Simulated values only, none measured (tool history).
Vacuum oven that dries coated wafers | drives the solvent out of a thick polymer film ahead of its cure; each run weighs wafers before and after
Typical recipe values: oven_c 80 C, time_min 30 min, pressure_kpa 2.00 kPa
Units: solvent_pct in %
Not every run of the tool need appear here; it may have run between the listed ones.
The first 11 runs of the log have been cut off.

run	hour	oven_c	time_min	pressure_kpa	hours of work since the thermocouples were calibrated	hours of work since the vacuum gauge was cleaned of residue	solvent_pct
12	118.2	80	30	1.98	28	253	5.26
13	132.1	80	30	2.66	35	260	5.78
14	145.7	80	30	2.66	42	266	5.86
15	154.9	80	30	2.66	46	271	6.02
16	165.4	80	33	2.00	52	276	4.91
17	173.0	90	30	2.00	55	280	2.11
18	180.1	90	30	2.00	59	284	2.10
19	188.6	90	30	2.00	63	288	2.16
20	201.4	71	33	4.16	70	294	11.34
21	216.0	71	52	1.09	77	301	5.78
22	227.8	71	52	1.09	83	307	5.74
23	240.1	78	19	1.19	89	314	8.01
24	250.1	78	19	1.19	94	319	8.18
25	257.1	80	30	2.38	97	322	5.61
26	270.9	80	30	2.38	104	329	5.63

For run 27, what comes out?
27	277.5	83	29	2.38	108	332	?

Run 27 produced solvent_pct 4.46 %.
If the tool had no hidden condition, the same run with the same run-to-run variation would have returned solvent_pct 4.25 %.

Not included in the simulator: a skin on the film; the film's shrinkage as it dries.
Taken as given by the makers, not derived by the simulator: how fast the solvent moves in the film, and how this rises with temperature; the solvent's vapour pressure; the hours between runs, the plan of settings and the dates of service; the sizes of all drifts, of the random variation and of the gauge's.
